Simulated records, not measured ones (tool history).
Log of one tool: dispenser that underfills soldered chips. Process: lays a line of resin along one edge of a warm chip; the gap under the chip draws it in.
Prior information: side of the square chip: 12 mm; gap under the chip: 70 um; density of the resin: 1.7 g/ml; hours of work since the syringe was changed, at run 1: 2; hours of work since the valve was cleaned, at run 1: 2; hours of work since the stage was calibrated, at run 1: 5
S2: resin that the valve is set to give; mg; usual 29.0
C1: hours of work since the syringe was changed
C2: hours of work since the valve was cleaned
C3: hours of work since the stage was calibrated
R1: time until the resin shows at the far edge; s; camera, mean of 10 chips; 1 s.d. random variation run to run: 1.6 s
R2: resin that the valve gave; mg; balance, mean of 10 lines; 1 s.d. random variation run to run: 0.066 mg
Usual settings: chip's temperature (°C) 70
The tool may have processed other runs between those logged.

run 1 day=0.000 | chip's_temperature_(°C)=70 S2=29.0 | C1=2 C2=2 C3=5 | R1=180.6 R2=28.94
-- day=0.321 new syringe of resin
run 2 day=0.429 | chip's_temperature_(°C)=70 S2=29.0 | C1=2 C2=9 C3=12 | R1=177.1 R2=28.83
run 3 day=0.642 | chip's_temperature_(°C)=70 S2=29.0 | C1=5 C2=12 C3=15 | R1=211.2 R2=28.71
-- day=0.771 new syringe of resin
run 4 day=0.912 | chip's_temperature_(°C)=65 S2=29.0 | C1=2 C2=16 C3=20 | R1=219.3 R2=28.61
run 5 day=1.133 | chip's_temperature_(°C)=65 S2=29.0 | C1=6 C2=20 C3=23 | R1=264.8 R2=28.40
-- day=1.208 new syringe of resin
run 6 day=1.421 | chip's_temperature_(°C)=70 S2=26.2 | C1=3 C2=24 C3=28 | R1=194.0 R2=25.80
-- day=1.642 new syringe of resin
run 7 day=1.721 | chip's_temperature_(°C)=70 S2=26.2 | C1=1 C2=29 C3=32 | R1=173.5 R2=25.56
-- day=2.088 new syringe of resin
run 8 day=2.150 | chip's_temperature_(°C)=70 S2=29.0 | C1=1 C2=35 C3=39 | R1=166.2 R2=28.12
-- day=2.521 new syringe of resin
run 9 day=2.625 | chip's_temperature_(°C)=70 S2=29.0 | C1=2 C2=43 C3=46 | R1=178.2 R2=28.00
-- day=2.954 new syringe of resin
run 10 day=3.050 | chip's_temperature_(°C)=70 S2=29.0 | C1=2 C2=49 C3=53 | R1=175.9 R2=27.71
-- day=3.238 dispensing valve cleaned and set on the balance
run 11 day=3.296 | chip's_temperature_(°C)=70 S2=29.0 | C1=5 C2=1 C3=56 | R1=216.0 R2=28.84
-- day=3.450 new syringe of resin
run 12 day=3.762 | chip's_temperature_(°C)=70 S2=30.8 | C1=5 C2=8 C3=63 | R1=205.0 R2=30.61
-- day=3.925 new syringe of resin
run 13 day=4.100 | chip's_temperature_(°C)=70 S2=29.0 | C1=3 C2=13 C3=69 | R1=182.7 R2=28.70
-- day=4.354 new syringe of resin
run 14 day=4.533 | chip's_temperature_(°C)=70 S2=26.2 | C1=3 C2=20 C3=75 | R1=186.5 R2=25.68
-- day=4.783 new syringe of resin
run 15 day=5.033 | chip's_temperature_(°C)=70 S2=26.2 | C1=4 C2=28 C3=83 | R1=201.9 R2=25.51
-- day=5.229 new syringe of resin
run 16 day=5.488 | chip's_temperature_(°C)=70 S2=26.2 | C1=4 C2=35 C3=90 | R1=202.2 R2=25.38
-- day=5.662 new syringe of resin
run 17 day=5.729 | chip's_temperature_(°C)=70 S2=37.7 | C1=1 C2=39 C3=94 | R1=165.6 R2=36.49
-- day=6.096 new syringe of resin
run 18 day=6.200 | chip's_temperature_(°C)=70 S2=32.2 | C1=2 C2=46 C3=101 | R1=172.4 R2=30.78
-- day=6.542 new syringe of resin
run 19 day=6.542 | chip's_temperature_(°C)=70 S2=32.2 | C1=0 C2=51 C3=106 | R1=155.4 R2=30.59
-- day=6.621 dispensing valve cleaned and set on the balance
run 20 day=6.808 | chip's_temperature_(°C)=69 S2=30.0 | C1=4 C2=3 C3=110 | R1=195.1 R2=29.96
-- day=7.033 new syringe of resin
run 21 day=7.267 | chip's_temperature_(°C)=80 S2=31.2 | C1=4 C2=10 C3=117 | R1=133.4 R2=30.91
-- day=7.488 new syringe of resin
run 22 day=7.721 | chip's_temperature_(°C)=80 S2=31.2 | C1=4 C2=17 C3=124 | R1=134.1 R2=30.79
-- day=7.938 new syringe of resin
run 23 day=8.229 | chip's_temperature_(°C)=60 S2=29.0 | C1=5 C2=25 C3=132 | R1=282.8 R2=28.30
-- day=8.375 new syringe of resin
run 24 day=8.646 | chip's_temperature_(°C)=60 S2=29.0 | C1=4 C2=32 C3=139 | R1=284.2 R2=28.26
-- day=8.829 new syringe of resin
run 25 day=9.092 | chip's_temperature_(°C)=81 S2=34.2 | C1=4 C2=39 C3=146 | R1=131.5 R2=33.03
-- day=9.279 new syringe of resin
run 26 day=9.329 | chip's_temperature_(°C)=70 S2=25.6 | C1=1 C2=42 C3=149 | R1=162.9 R2=24.66
-- day=9.729 new syringe of resin
run 27 day=9.796 | chip's_temperature_(°C)=70 S2=25.6 | C1=1 C2=49 C3=156 | R1=169.3 R2=24.60
-- day=10.008 dispensing valve cleaned and set on the balance
-- day=10.208 new syringe of resin
run 28 day=10.212 | chip's_temperature_(°C)=70 S2=25.6 | C1=0 C2=3 C3=162 | R1=151.1 R2=25.41
run 29 day=10.483 | chip's_temperature_(°C)=65 S2=27.2 | C1=4 C2=7 C3=167 | R1=233.6 R2=26.99
-- day=10.662 new syringe of resin
run 30 day=10.775 | chip's_temperature_(°C)=73 S2=31.3 | C1=2 C2=12 C3=171 | R1=150.7 R2=30.88
-- day=11.100 new syringe of resin
run 31 day=11.183 | chip's_temperature_(°C)=73 S2=31.3 | C1=1 C2=18 C3=177 | R1=148.4 R2=30.74
-- day=11.538 new syringe of resin
run 32 day=11.558 | chip's_temperature_(°C)=58 S2=35.4 | C1=0 C2=24 C3=183 | R1=239.8 R2=34.71
run 33 day=11.842 | chip's_temperature_(°C)=67 S2=35.4 | C1=5 C2=29 C3=188 | R1=221.6 R2=34.52
-- day=11.975 new syringe of resin
run 34 day=12.250 | chip's_temperature_(°C)=78 S2=32.3 | C1=4 C2=35 C3=194 | R1=146.5 R2=31.41

Each row is a separate what-if for the run after 34, all from the same tool condition, not one after another. Results?
-- day=12.404 new syringe of resin
run A day=12.729 | chip's_temperature_(°C)=77 S2=36.2 | C1=5 C2=42 C3=202 | R1=? R2=?
-- day=12.404 new syringe of resin
run B day=12.729 | chip's_temperature_(°C)=58 S2=28.3 | C1=5 C2=42 C3=202 | R1=? R2=?
-- day=12.404 new syringe of resin
run C day=12.729 | chip's_temperature_(°C)=81 S2=24.9 | C1=5 C2=42 C3=202 | R1=? R2=?

run=A R1=159.1 R2=35.03
run=B R1=315.9 R2=27.25
run=C R1=143.0 R2=24.09
Without the tool's hidden state the same runs would have given:
run=A R1=126.2 R2=36.37
run=B R1=251.7 R2=28.29
run=C R1=112.5 R2=25.01

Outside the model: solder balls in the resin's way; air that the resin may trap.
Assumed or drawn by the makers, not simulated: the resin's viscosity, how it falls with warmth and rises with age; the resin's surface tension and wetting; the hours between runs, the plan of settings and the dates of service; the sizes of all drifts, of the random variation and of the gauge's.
